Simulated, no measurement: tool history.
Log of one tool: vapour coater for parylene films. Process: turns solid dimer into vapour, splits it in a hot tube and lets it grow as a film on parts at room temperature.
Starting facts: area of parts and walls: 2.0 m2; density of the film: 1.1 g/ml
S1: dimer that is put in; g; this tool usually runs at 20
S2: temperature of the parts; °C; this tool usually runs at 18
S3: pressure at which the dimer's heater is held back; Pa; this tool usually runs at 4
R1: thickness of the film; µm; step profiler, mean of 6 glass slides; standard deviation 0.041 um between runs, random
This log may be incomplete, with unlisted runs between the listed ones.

{"run": 1, "hour": 0.0, "S1": 20, "S2": 18, "S3": 4, "R1": 5.23}
{"run": 2, "hour": 49.6, "S1": 20, "S2": 18, "S3": 9.08, "R1": 4.35}
{"run": 3, "hour": 83.9, "S1": 20, "S2": 18, "S3": 9.08, "R1": 4.35}
{"run": 4, "hour": 142.7, "S1": 20, "S2": 18, "S3": 9.08, "R1": 4.33}
{"run": 5, "hour": 189.8, "S1": 20, "S2": 18, "S3": 9.08, "R1": 4.35}
{"run": 6, "hour": 217.7, "S1": 20, "S2": 18, "S3": 9.08, "R1": 4.33}
{"run": 7, "hour": 244.8, "S1": 20, "S2": 18, "S3": 9.08, "R1": 4.31}
{"run": 8, "hour": 271.4, "S1": 20, "S2": 18, "S3": 4, "R1": 4.99}
{"run": 9, "hour": 322.5, "S1": 33, "S2": 18, "S3": 7.63, "R1": 7.23}
{"run": 10, "hour": 357.0, "S1": 33, "S2": 12, "S3": 4.89, "R1": 9.49}
{"run": 11, "hour": 411.2, "S1": 33, "S2": 12, "S3": 4.89, "R1": 9.29}
{"run": 12, "hour": 436.3, "S1": 19, "S2": 13, "S3": 8.27, "R1": 4.67}
{"run": 13, "hour": 482.5, "S1": 12, "S2": 13, "S3": 4.45, "R1": 3.34}
{"run": 14, "hour": 507.2, "S1": 9, "S2": 18, "S3": 4, "R1": 2.16}
{"run": 15, "hour": 554.0, "S1": 9, "S2": 18, "S3": 4, "R1": 2.17}

How would selected steps in R1 from run to run divide? Give the signed amount a tool lacking its hidden state would still show from settings, what came in and random variation, and the signed amount left for the hidden state, including any gauge scatter that is not in both of the compared results.
The hidden state here: vapour lost through the trap's worn valve, %; true temperature of the parts over the reading, C; drift of the gauge itself on film_um, %.
Run 11 -> 12: S1 33 -> 19, S2 12 -> 13, S3 4.89 -> 8.27. R1 -4.62 µm: hidden state +0.26, all else -4.88.

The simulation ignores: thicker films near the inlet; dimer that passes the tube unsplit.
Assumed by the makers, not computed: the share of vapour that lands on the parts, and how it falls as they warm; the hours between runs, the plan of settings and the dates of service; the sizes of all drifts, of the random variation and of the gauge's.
